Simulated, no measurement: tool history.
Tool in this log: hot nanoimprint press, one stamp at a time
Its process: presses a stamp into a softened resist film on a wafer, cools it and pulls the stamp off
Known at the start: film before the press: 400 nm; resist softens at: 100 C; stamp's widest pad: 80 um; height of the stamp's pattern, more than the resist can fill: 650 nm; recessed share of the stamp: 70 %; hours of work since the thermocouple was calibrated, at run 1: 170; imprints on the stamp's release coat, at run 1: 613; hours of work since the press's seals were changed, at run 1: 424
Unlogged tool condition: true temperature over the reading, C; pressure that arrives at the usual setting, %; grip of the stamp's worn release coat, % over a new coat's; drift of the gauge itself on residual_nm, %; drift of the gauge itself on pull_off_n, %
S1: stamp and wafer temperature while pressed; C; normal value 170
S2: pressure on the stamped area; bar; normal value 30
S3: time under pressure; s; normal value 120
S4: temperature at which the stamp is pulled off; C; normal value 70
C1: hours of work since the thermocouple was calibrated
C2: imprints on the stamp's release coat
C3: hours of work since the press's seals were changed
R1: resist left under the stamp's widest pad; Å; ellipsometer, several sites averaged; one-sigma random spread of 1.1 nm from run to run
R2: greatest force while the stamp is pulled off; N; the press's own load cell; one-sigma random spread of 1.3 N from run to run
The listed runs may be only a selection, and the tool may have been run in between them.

| run | hour | S1 | S2 | S3 | S4 | C1 | C2 | C3 | R1 | R2 |
|---|---|---|---|---|---|---|---|---|---|---|
| 1 | 0 | 170 | 30 | 120 | 70 | 170 | 613 | 424 | 2156 | 179 |
| 2 | 10.2 | 170 | 30 | 120 | 70 | 177 | 656 | 431 | 2179 | 182 |
|  | 17.7 | stamp cleaned and given a new release coat |
| 3 | 31.7 | 170 | 30 | 120 | 70 | 189 | 59 | 443 | 2183 | 172 |
| 4 | 46.9 | 181 | 30 | 120 | 70 | 200 | 123 | 454 | 1332 | 172 |
| 5 | 61.8 | 170 | 30 | 120 | 70 | 211 | 186 | 464 | 2173 | 173 |
| 6 | 77.2 | 170 | 30 | 120 | 70 | 222 | 251 | 476 | 2168 | 177 |
| 7 | 88.2 | 170 | 30 | 120 | 70 | 230 | 297 | 484 | 2164 | 178 |
| 8 | 103.3 | 170 | 30 | 120 | 70 | 241 | 360 | 495 | 2148 | 178 |
| 9 | 114.5 | 170 | 30 | 146 | 70 | 249 | 407 | 503 | 2028 | 177 |
| 10 | 132.4 | 170 | 18.2 | 120 | 70 | 262 | 483 | 516 | 2602 | 178 |
| 11 | 150.6 | 170 | 18.2 | 120 | 70 | 275 | 560 | 529 | 2553 | 180 |
|  | 172.5 | press's hydraulic seals changed and the load cell set to zero |
| 12 | 175.8 | 170 | 18.2 | 120 | 70 | 287 | 632 | 2 | 2534 | 181 |
|  | 188.4 | stamp cleaned and given a new release coat |
| 13 | 191.4 | 170 | 30 | 120 | 70 | 294 | 12 | 9 | 2119 | 171 |
| 14 | 205.3 | 170 | 30 | 120 | 76 | 305 | 71 | 19 | 2133 | 142 |
| 15 | 221.7 | 170 | 30 | 120 | 76 | 316 | 140 | 31 | 2127 | 142 |
| 16 | 231.8 | 166 | 30 | 108 | 62 | 324 | 182 | 39 | 2584 | 210 |
| 17 | 247.5 | 178 | 30 | 120 | 66 | 335 | 248 | 50 | 1486 | 193 |
| 18 | 267.2 | 178 | 30 | 120 | 66 | 349 | 331 | 64 | 1489 | 194 |
| 19 | 279.7 | 170 | 36.9 | 89 | 70 | 358 | 384 | 73 | 2159 | 174 |
| 20 | 290.2 | 170 | 36.9 | 89 | 70 | 366 | 428 | 81 | 2167 | 179 |
| 21 | 308.8 | 170 | 30 | 102 | 70 | 380 | 506 | 95 | 2243 | 178 |
| 22 | 318.6 | 175 | 30 | 120 | 74 | 387 | 547 | 102 | 1687 | 157 |
|  | 328.6 | plate thermocouple calibrated |
| 23 | 331.8 | 175 | 30 | 120 | 74 | 2 | 591 | 109 | 1743 | 164 |
| 24 | 340.8 | 170 | 41 | 120 | 70 | 9 | 628 | 116 | 1922 | 182 |
|  | 353.9 | stamp cleaned and given a new release coat |
| 25 | 367.3 | 160 | 30 | 92 | 70 | 24 | 57 | 130 | 3250 | 171 |

Forecast run 26:
| 26 | 387.1 | 160 | 30 | 92 | 58 | 38 | 140 | 145 | ? | ? |

R1: 3277 Å
R2: 233 N
With no hidden state in the tool, this same run would have given R1 3291 Å, R2 231 N.
